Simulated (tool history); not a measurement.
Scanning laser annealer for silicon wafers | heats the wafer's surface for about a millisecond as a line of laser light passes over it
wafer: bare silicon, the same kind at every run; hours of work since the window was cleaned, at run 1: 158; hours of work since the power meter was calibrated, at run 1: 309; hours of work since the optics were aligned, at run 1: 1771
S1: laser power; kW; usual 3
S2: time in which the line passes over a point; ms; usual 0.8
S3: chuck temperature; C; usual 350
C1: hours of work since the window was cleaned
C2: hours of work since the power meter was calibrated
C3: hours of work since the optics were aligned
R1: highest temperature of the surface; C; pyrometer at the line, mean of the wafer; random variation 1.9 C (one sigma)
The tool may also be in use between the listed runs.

run 1 hour=0 | S1=3 S2=0.8 S3=350 | C1=158 C2=309 C3=1771 | R1=1140
run 2 hour=9.3 | S1=2.687 S2=0.8 S3=350 | C1=162 C2=313 C3=1776 | R1=1059
run 3 hour=27.1 | S1=2.687 S2=0.8 S3=350 | C1=171 C2=322 C3=1785 | R1=1058
run 4 hour=45.9 | S1=3 S2=0.8 S3=350 | C1=181 C2=332 C3=1794 | R1=1140
-- hour=58.2 optics aligned, line set to its width
run 5 hour=59.5 | S1=2.776 S2=0.8 S3=350 | C1=185 C2=336 C3=1 | R1=1088
run 6 hour=76.5 | S1=2.776 S2=0.8 S3=350 | C1=193 C2=344 C3=9 | R1=1087
run 7 hour=88.9 | S1=2.776 S2=0.8 S3=350 | C1=199 C2=351 C3=15 | R1=1086
run 8 hour=100.9 | S1=2.776 S2=0.8 S3=350 | C1=205 C2=356 C3=21 | R1=1087
run 9 hour=112.1 | S1=2.776 S2=0.8 S3=350 | C1=211 C2=362 C3=27 | R1=1085
run 10 hour=131.4 | S1=2.776 S2=0.8 S3=350 | C1=221 C2=372 C3=36 | R1=1085
run 11 hour=148.7 | S1=2.776 S2=0.8 S3=350 | C1=229 C2=380 C3=45 | R1=1085
run 12 hour=163.7 | S1=2.776 S2=0.564 S3=350 | C1=237 C2=388 C3=52 | R1=983
run 13 hour=180.9 | S1=2.776 S2=0.564 S3=350 | C1=245 C2=396 C3=61 | R1=984
run 14 hour=200.7 | S1=2.776 S2=0.564 S3=350 | C1=255 C2=406 C3=71 | R1=985
run 15 hour=209.1 | S1=2.776 S2=0.564 S3=350 | C1=259 C2=410 C3=75 | R1=982
run 16 hour=221.6 | S1=2.776 S2=0.564 S3=350 | C1=265 C2=417 C3=81 | R1=984
run 17 hour=236.6 | S1=2.74 S2=0.785 S3=324 | C1=273 C2=424 C3=89 | R1=1045
run 18 hour=249 | S1=2.74 S2=0.785 S3=324 | C1=279 C2=430 C3=95 | R1=1043
run 19 hour=264.4 | S1=2.74 S2=0.785 S3=324 | C1=287 C2=438 C3=103 | R1=1041
run 20 hour=278.3 | S1=3.058 S2=0.8 S3=332 | C1=294 C2=445 C3=109 | R1=1138
run 21 hour=295.7 | S1=3 S2=0.827 S3=371 | C1=302 C2=453 C3=118 | R1=1175
run 22 hour=309.3 | S1=2.886 S2=0.838 S3=332 | C1=309 C2=460 C3=125 | R1=1106
run 23 hour=322.5 | S1=3 S2=0.8 S3=369 | C1=316 C2=467 C3=131 | R1=1158

Forecast run 24:
run 24 hour=340.3 | S1=2.687 S2=0.607 S3=377 | C1=324 C2=476 C3=140 | R1=?

{"run 24": {"R1": 1008}}
Without the tool's hidden state the same run would have given R1 1023 C.
